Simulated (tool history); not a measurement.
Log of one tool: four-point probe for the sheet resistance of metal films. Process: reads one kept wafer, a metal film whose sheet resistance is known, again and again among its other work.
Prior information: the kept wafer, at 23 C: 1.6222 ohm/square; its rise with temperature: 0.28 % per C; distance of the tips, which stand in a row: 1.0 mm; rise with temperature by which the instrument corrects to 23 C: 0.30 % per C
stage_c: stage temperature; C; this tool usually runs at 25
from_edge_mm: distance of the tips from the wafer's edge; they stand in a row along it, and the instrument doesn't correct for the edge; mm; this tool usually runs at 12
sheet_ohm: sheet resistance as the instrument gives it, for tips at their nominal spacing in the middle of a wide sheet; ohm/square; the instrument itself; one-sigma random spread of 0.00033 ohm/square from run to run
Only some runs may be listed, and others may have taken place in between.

run    hour  stage_c  from_edge_mm  sheet_ohm
  1     0.0       25            12   1.627899
  2    27.3       25            12   1.627468
  3    87.0       25            12   1.628021
  4   142.8       25            12   1.627881
  5   176.1       25             6   1.646266
  6   202.7       25            42   1.622620
  7   259.4       25            12   1.628425
  8   286.4       25            12   1.628476
  9   345.9       25            12   1.628188
 10   393.9       25            12   1.627841
 11   431.0       35            12   1.625080
 12   466.3       25             4   1.674727
 13   514.9       25             4   1.674403
 14   563.1       25             4   1.674125
 15   602.7       25             4   1.675537
 16   664.6       25            12   1.627811
 17   696.1       25            12   1.627770
 18   725.0       25            12   1.627758
 19   769.6       25            12   1.627913
 20   832.2       25            12   1.628352
 21   890.6       25             9   1.632774
 22   948.1       21             5   1.657369
 23   975.5       30             3   1.712039
 24  1013.5       30             3   1.711457
 25  1044.6       30             5   1.655256
 26  1100.9       30             5   1.654913
 27  1133.1       29             5   1.655203
 28  1192.6       19            12   1.629521
 29  1243.1       27            44   1.621827
 30  1283.9       27            44   1.621981
 31  1316.6       27            44   1.622199
 32  1367.2       27            44   1.622015
 33  1421.1       22            36   1.623223
 34  1466.5       29            11   1.628308

Alternative continuations, all from the tool just after run 34; predict every row:
  A  1498.9       22            11          ?
  B  1498.9       20            11          ?
  C  1498.9       23            27          ?

run  sheet_ohm
  A   1.629810
  B   1.630245
  C   1.623121
With the hidden condition removed and each run's random variation left untouched, the same runs would have given:
run  sheet_ohm
  A   1.629624
  B   1.630058
  C   1.622935
